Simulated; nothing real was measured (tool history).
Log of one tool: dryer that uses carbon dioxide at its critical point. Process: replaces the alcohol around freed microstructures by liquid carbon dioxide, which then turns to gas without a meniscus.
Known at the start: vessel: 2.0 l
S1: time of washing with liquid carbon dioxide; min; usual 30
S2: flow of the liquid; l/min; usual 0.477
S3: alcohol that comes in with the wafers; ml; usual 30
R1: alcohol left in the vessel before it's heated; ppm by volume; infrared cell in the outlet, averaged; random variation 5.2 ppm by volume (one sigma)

{"run": 1, "day": 0.0, "S1": 30, "S2": 0.477, "S3": 30, "R1": 125}
{"run": 2, "day": 0.367, "S1": 30, "S2": 0.477, "S3": 30, "R1": 127}
{"run": 3, "day": 0.846, "S1": 30, "S2": 0.477, "S3": 80, "R1": 300}
{"run": 4, "day": 1.467, "S1": 30, "S2": 0.477, "S3": 113, "R1": 412}
{"run": 5, "day": 2.35, "S1": 30, "S2": 0.477, "S3": 113, "R1": 403}
{"run": 6, "day": 3.108, "S1": 30, "S2": 0.477, "S3": 30, "R1": 132}
{"run": 7, "day": 3.588, "S1": 30, "S2": 0.477, "S3": 30, "R1": 149}
{"run": 8, "day": 4.171, "S1": 30, "S2": 0.666, "S3": 30, "R1": 48}
{"run": 9, "day": 5.004, "S1": 30, "S2": 0.666, "S3": 30, "R1": 51}
{"run": 10, "day": 5.608, "S1": 30, "S2": 0.666, "S3": 30, "R1": 62}
{"run": 11, "day": 6.204, "S1": 30, "S2": 0.477, "S3": 30, "R1": 141}
{"run": 12, "day": 6.933, "S1": 30, "S2": 0.477, "S3": 30, "R1": 150}
{"run": 13, "day": 7.804, "S1": 30, "S2": 0.477, "S3": 30, "R1": 157}
{"run": 14, "day": 8.667, "S1": 41, "S2": 0.502, "S3": 23, "R1": 67}
{"run": 15, "day": 9.071, "S1": 30, "S2": 0.477, "S3": 94, "R1": 382}

The next listed run, before its measurement:
{"run": 16, "day": 9.746, "S1": 30, "S2": 0.477, "S3": 94, "R1": "?"}

{"run 16": {"R1": 381}}
Without the tool's hidden state the same run would have given R1 284 ppm by volume.

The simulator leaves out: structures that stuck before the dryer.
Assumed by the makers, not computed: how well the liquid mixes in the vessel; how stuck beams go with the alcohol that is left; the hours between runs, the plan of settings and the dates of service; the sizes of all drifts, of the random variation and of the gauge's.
